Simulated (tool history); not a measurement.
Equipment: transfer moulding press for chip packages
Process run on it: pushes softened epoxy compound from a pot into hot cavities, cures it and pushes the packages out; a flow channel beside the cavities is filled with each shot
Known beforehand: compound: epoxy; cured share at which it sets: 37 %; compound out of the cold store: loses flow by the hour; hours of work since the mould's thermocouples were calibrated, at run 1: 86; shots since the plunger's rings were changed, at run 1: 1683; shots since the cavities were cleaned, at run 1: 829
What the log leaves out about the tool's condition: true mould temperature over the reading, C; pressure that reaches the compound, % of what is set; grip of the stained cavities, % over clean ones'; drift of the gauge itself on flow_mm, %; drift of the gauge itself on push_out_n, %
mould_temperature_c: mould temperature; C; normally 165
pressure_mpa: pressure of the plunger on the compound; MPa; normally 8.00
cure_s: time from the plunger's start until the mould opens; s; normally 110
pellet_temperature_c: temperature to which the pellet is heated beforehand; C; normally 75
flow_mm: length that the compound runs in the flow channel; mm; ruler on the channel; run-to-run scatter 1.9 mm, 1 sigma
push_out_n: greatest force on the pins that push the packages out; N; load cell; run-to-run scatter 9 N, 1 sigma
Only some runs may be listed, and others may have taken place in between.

run,day,mould_temperature_c,pressure_mpa,cure_s,pellet_temperature_c,hours of work since the mould's thermocouples were calibrated,shots since the plunger's rings were changed,shots since the cavities were cleaned,incoming compound's hours out of the cold store,flow_mm,push_out_n
1,0.000,165,8.00,110,75,86,1683,829,28.2,719,703
# day 0.362: cavities cleaned with cleaning compound and waxed
2,0.479,165,8.00,110,75,91,1766,24,43.0,678,888
3,0.871,165,8.00,110,75,96,1843,101,35.2,696,850
4,1.238,165,6.97,110,75,101,1916,174,37.3,645,864
5,1.754,165,8.00,92,75,107,2019,277,36.7,693,1068
6,2.042,165,8.00,92,75,110,2075,333,9.4,759,1128
7,2.367,165,8.00,110,75,114,2140,398,40.6,680,781
8,2.658,162,8.00,110,75,118,2197,455,29.8,718,900
9,3.008,165,8.00,109,75,122,2266,524,46.9,660,797
# day 3.271: cavities cleaned with cleaning compound and waxed, once more
10,3.425,165,8.00,109,75,127,2337,30,32.6,699,430
11,3.671,165,8.00,109,75,130,2386,79,30.6,703,500
12,4.038,161,8.00,109,75,134,2458,151,33.1,710,672
13,4.533,165,9.87,110,75,140,2556,249,31.0,777,590
14,4.842,165,8.17,110,75,144,2617,310,15.0,749,623
15,5.325,165,8.17,110,75,150,2713,406,23.3,722,645
16,5.567,166,6.65,121,71,153,2761,454,19.9,655,605
17,5.871,165,8.63,114,75,157,2822,515,19.3,753,624
18,6.096,165,8.63,114,75,159,2866,559,13.1,770,655
# day 6.375: plunger's sealing rings changed
19,6.504,165,6.48,114,80,163,26,620,14.6,702,672
20,7.042,171,6.33,114,80,170,132,726,27.1,641,636
21,7.488,171,6.33,114,80,175,220,814,27.8,637,634
22,7.804,171,6.71,114,70,179,283,877,10.4,701,628
# day 7.938: cavities cleaned with cleaning compound and waxed
23,8.321,171,6.71,132,70,185,373,76,16.0,685,407
24,8.588,165,8.00,123,71,188,426,129,38.3,707,471
25,9.038,165,6.71,101,75,193,515,218,29.7,670,623
26,9.429,169,8.34,110,72,198,592,295,33.1,724,557
27,9.750,165,7.57,110,80,202,656,359,47.5,662,598
28,10.221,165,9.17,105,80,208,749,452,28.7,777,672

Across each entry between runs, compare the hidden state at the last listed run before it with the hidden state at the first listed run after it:
After run 1, before run 2: cavities cleaned with cleaning compound and waxed (day 0.362)
  true mould temperature over the reading, C: -0.34 -> -0.35; pressure that reaches the compound, % of what is set: 93.73 -> 93.41; grip of the stained cavities, % over clean ones': 74.2 -> 123.1
  measured value less the no-hidden-state value, flow_mm: -22 -> -23 mm; push_out_n: +306 -> +491 N
After run 9, before run 10: cavities cleaned with cleaning compound and waxed, once more (day 3.271)
  pressure that reaches the compound, % of what is set: 91.65 -> 91.41; grip of the stained cavities, % over clean ones': 91.3 -> 8.7
  measured value less the no-hidden-state value, flow_mm: -28 -> -31 mm; push_out_n: +386 -> +40 N
After run 18, before run 19: plunger's sealing rings changed (day 6.375)
  true mould temperature over the reading, C: -0.43 -> -0.44; pressure that reaches the compound, % of what is set: 89.51 -> 99.84; grip of the stained cavities, % over clean ones': 65.2 -> 67.7
  measured value less the no-hidden-state value, flow_mm: -42 -> +1 mm; push_out_n: +263 -> +275 N
After run 22, before run 23: cavities cleaned with cleaning compound and waxed (day 7.938)
  true mould temperature over the reading, C: -0.45 -> -0.46; pressure that reaches the compound, % of what is set: 98.88 -> 98.54; grip of the stained cavities, % over clean ones': 74.9 -> 15.8
  measured value less the no-hidden-state value, flow_mm: -2 -> -4 mm; push_out_n: +270 -> +56 N

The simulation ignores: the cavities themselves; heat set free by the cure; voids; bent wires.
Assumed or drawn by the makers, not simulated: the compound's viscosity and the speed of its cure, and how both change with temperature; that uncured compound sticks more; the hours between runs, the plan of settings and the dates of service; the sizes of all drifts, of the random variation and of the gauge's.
